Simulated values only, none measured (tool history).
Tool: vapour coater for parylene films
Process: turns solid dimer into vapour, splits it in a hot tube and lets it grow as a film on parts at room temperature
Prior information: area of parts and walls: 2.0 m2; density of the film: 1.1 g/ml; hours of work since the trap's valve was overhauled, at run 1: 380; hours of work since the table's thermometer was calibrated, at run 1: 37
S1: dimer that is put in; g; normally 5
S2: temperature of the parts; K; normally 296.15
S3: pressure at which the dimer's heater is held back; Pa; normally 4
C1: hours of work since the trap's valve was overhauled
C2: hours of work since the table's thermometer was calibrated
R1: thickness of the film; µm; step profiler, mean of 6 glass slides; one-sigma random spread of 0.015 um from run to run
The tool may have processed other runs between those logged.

run 1 day=0 | S1=5 S2=296.15 S3=4 | C1=380 C2=37 | R1=1.64
run 2 day=0.55 | S1=5 S2=296.15 S3=4 | C1=386 C2=43 | R1=1.66
run 3 day=0.962 | S1=5 S2=296.15 S3=4 | C1=391 C2=48 | R1=1.66
run 4 day=1.221 | S1=5 S2=296.15 S3=4 | C1=394 C2=51 | R1=1.68
run 5 day=1.579 | S1=5 S2=296.15 S3=4 | C1=398 C2=55 | R1=1.65
run 6 day=1.921 | S1=5 S2=296.15 S3=4 | C1=402 C2=59 | R1=1.66
run 7 day=2.325 | S1=5 S2=296.15 S3=4 | C1=407 C2=64 | R1=1.67
run 8 day=2.917 | S1=5 S2=296.15 S3=4 | C1=414 C2=71 | R1=1.65
run 9 day=3.475 | S1=5 S2=296.15 S3=4 | C1=420 C2=77 | R1=1.66
run 10 day=3.871 | S1=5 S2=296.15 S3=4 | C1=425 C2=82 | R1=1.63
run 11 day=4.454 | S1=5 S2=296.15 S3=4 | C1=432 C2=89 | R1=1.64
run 12 day=4.929 | S1=5 S2=296.15 S3=3.24 | C1=437 C2=94 | R1=1.69
run 13 day=5.521 | S1=5 S2=296.15 S3=3.24 | C1=444 C2=101 | R1=1.69
run 14 day=6.067 | S1=5 S2=296.15 S3=4 | C1=451 C2=108 | R1=1.67
run 15 day=6.608 | S1=5 S2=296.15 S3=8.53 | C1=457 C2=114 | R1=1.54
run 16 day=6.988 | S1=5 S2=306.15 S3=8.53 | C1=462 C2=119 | R1=1.32
run 17 day=7.479 | S1=5 S2=306.15 S3=8.53 | C1=467 C2=124 | R1=1.31
run 18 day=7.825 | S1=5 S2=306.15 S3=8.53 | C1=471 C2=128 | R1=1.32
run 19 day=8.4 | S1=7 S2=289.15 S3=3.59 | C1=478 C2=135 | R1=2.57
run 20 day=8.704 | S1=7 S2=289.15 S3=3.59 | C1=482 C2=139 | R1=2.59
run 21 day=9.012 | S1=2 S2=289.15 S3=2.24 | C1=485 C2=142 | R1=0.78
run 22 day=9.617 | S1=2 S2=289.15 S3=2.24 | C1=492 C2=149 | R1=0.78
run 23 day=10.004 | S1=2 S2=294.15 S3=7.89 | C1=497 C2=154 | R1=0.67
run 24 day=10.338 | S1=4 S2=291.15 S3=2.13 | C1=501 C2=158 | R1=1.48
run 25 day=10.762 | S1=3 S2=296.15 S3=4 | C1=506 C2=163 | R1=0.95
run 26 day=11.021 | S1=3 S2=296.15 S3=4 | C1=509 C2=166 | R1=0.98
run 27 day=11.625 | S1=8 S2=288.15 S3=7.43 | C1=516 C2=173 | R1=2.85
run 28 day=12.192 | S1=8 S2=290.15 S3=2.81 | C1=523 C2=180 | R1=2.95
run 29 day=12.596 | S1=8 S2=290.15 S3=2.81 | C1=527 C2=184 | R1=2.95
run 30 day=13.167 | S1=4 S2=288.15 S3=2.27 | C1=534 C2=191 | R1=1.54
run 31 day=13.5 | S1=4 S2=288.15 S3=2.27 | C1=538 C2=195 | R1=1.54
run 32 day=13.867 | S1=2 S2=296.15 S3=6.75 | C1=542 C2=199 | R1=0.64
run 33 day=14.125 | S1=7 S2=288.15 S3=2.72 | C1=545 C2=202 | R1=2.7
-- day=14.454 trap's valve overhauled
run 34 day=14.838 | S1=7 S2=288.15 S3=2.72 | C1=5 C2=209 | R1=2.99
run 35 day=15.471 | S1=7 S2=288.15 S3=2.72 | C1=12 C2=216 | R1=2.94
run 36 day=15.988 | S1=6 S2=298.15 S3=2.72 | C1=18 C2=222 | R1=2.13

A few steps of R1 between consecutive runs. Split each: what settings, incoming material and random variation would produce without the hidden state, and what is left over for the hidden state, along with gauge scatter present in only one of the two compared results (measured, and without hidden state):
Unlogged tool condition in this case: vapour lost through the trap's worn valve, %; true temperature of the parts over the reading, C; drift of the gauge itself on film_um, %.
Run 20 -> 21: S1 7 -> 2, S3 3.59 -> 2.24. R1 -1.81 µm: hidden state +0.19, all else -2.
Run 26 -> 27: S1 3 -> 8, S2 296.15 -> 288.15, S3 4 -> 7.43. R1 +1.87 µm: hidden state -0.19, all else +2.06.
Run 32 -> 33: S1 2 -> 7, S2 296.15 -> 288.15, S3 6.75 -> 2.72. R1 +2.06 µm: hidden state -0.22, all else +2.28.
Run 33 -> 34: trap's valve overhauled. R1 +0.29 µm: hidden state +0.29, all else +0.
